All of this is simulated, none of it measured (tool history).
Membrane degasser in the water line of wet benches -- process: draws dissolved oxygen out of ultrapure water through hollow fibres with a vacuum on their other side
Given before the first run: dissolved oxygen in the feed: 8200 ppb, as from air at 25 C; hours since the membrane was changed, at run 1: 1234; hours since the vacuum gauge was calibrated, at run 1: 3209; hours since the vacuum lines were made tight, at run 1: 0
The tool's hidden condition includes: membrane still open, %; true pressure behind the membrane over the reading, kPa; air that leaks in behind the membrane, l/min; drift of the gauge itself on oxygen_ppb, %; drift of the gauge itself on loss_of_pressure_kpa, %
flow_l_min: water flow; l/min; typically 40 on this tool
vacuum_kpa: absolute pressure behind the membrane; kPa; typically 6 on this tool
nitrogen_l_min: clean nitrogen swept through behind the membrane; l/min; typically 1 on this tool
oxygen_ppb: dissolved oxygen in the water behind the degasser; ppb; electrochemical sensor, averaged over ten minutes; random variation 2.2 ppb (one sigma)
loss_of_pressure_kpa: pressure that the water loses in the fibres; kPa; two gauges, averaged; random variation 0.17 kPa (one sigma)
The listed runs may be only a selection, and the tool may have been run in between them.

run	hour	flow_l_min	vacuum_kpa	nitrogen_l_min	hours since the membrane was changed	hours since the vacuum gauge was calibrated	hours since the vacuum lines were made tight	oxygen_ppb	loss_of_pressure_kpa
1	0	40	6	1	1234	3209	0	248	25.53
2	48.1	40	6	1.99	1282	3257	48	142.6	25.21
3	97.4	40	8.83	1	1331	3306	97	453.6	25.92
4	137.8	40	8.83	1	1372	3347	138	458.6	25.45
5	172.8	40	8.83	1	1407	3382	173	456.4	25.35
6	214.2	40	8.83	1	1448	3423	214	457.1	25.74
7	254.1	40	6.53	1	1488	3463	254	287	25.68
8	278.7	40	6	1	1513	3488	279	246.6	25.62
9	299.4	40	6	1	1533	3508	299	249.5	25.77
10	321.6	40	7.7	1	1555	3530	322	375.8	25.6
11	356.3	40	7.7	1	1590	3565	356	377.6	25.62
12	397.5	40	7.7	1	1631	3606	397	380.7	25.52
13	436	40	7.7	1	1670	3645	436	381.7	25.58
14	470.8	40	7.7	1	1705	3680	471	378.3	25.35
# hour 486.5: vacuum gauge calibrated
15	493.3	40	7.7	1.07	1727	7	493	332.2	25.74
16	514.9	40	7.7	1.07	1748	28	514	336.8	25.28
17	559.7	40	7.7	1.07	1793	73	559	338.3	25.86
18	582.7	60	13	0.66	1816	96	582	1302.7	38.61
19	624.3	39	6	0.67	1858	138	624	300.7	25.07
20	671.9	39	6	0.67	1905	185	671	293.2	24.96
21	709.6	33	5.87	0.84	1943	223	709	210.3	21.22
22	749.9	40	4.5	2.83	1983	263	749	50.7	25.67
23	799.2	40	4.5	2.83	2032	313	799	50.5	25.62
24	841	40	4.5	2.83	2074	354	841	50.9	25.64
25	875.1	40	4.5	2.83	2108	389	875	50.8	25.75
26	922.6	49	4.5	0.98	2156	436	922	143.4	31.41
27	964	40	5.77	0.72	2197	477	963	260.8	25.76
28	1003.7	24	5.44	2.07	2237	517	1003	61.8	15.7
29	1047.8	24	5.44	2.07	2281	561	1047	61.3	15.55
30	1091.6	38	8.02	2.07	2325	605	1091	202.7	24.44
31	1121.1	64	4.84	0.47	2354	635	1121	369.3	41.36

Predict each of these 4 candidate next runs independently; none follows another, all start after run 31:
A	1145.6	38	6	1	2379	659	1145	?	?
B	1145.6	27	6	2.74	2379	659	1145	?	?
C	1145.6	46	9.57	1.94	2379	659	1145	?	?
D	1145.6	39	9.13	0.47	2379	659	1145	?	?

run	oxygen_ppb	loss_of_pressure_kpa
A	218.8	24.54
B	68	17.41
C	333.2	29.94
D	759.5	25.19
With the hidden condition removed and each run's random variation left untouched, the same runs would have given:
run	oxygen_ppb	loss_of_pressure_kpa
A	215.4	23.78
B	66.9	16.88
C	328.7	29.03
D	756.3	24.42
